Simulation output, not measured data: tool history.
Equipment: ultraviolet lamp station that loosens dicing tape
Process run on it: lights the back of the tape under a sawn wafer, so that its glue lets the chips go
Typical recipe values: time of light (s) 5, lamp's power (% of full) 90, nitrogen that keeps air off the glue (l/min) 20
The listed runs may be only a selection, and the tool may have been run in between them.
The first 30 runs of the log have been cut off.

run   hour  time of light (s)  lamp's power (% of full)  nitrogen that keeps air off the glue (l/min)  force that peels the tape off (N)  light that reached the tape (mJ/cm2)
 31  639.4                  4                        66                                            20                              1.160                                   255
 32  654.6                  4                        61                                            20                              1.233                                   236
 33  679.0                  5                        69                                            20                              0.793                                   328
 34  703.9                  9                        70                                            20                              0.272                                   600
 35  727.2                  5                        73                                             9                              1.106                                   345
     734.9  -- window cleaned of glue's vapour
 36  741.8                  5                        73                                             9                              1.052                                   354
 37  757.0                  6                        66                                            39                              0.447                                   387
 38  770.1                  6                        66                                             7                              1.112                                   382
 39  789.1                  6                        66                                             7                              1.137                                   385

Here are 4 independent what-if runs from the current tool condition. What would each one return?
  A  809.7                  3                        71                                            20                                  ?                                     ?
  B  809.7                  4                        69                                             7                                  ?                                     ?
  C  809.7                  5                        72                                             8                                  ?                                     ?
  D  809.7                  7                        66                                            34                                  ?                                     ?

run  force that peels the tape off (N)  light that reached the tape (mJ/cm2)
  A                              1.453                                   205
  B                              1.700                                   265
  C                              1.164                                   352
  D                              0.374                                   445
Without the tool's unlogged condition, the same runs would have read:
run  force that peels the tape off (N)  light that reached the tape (mJ/cm2)
  A                              1.206                                   241
  B                              1.440                                   312
  C                              0.938                                   414
  D                              0.288                                   524
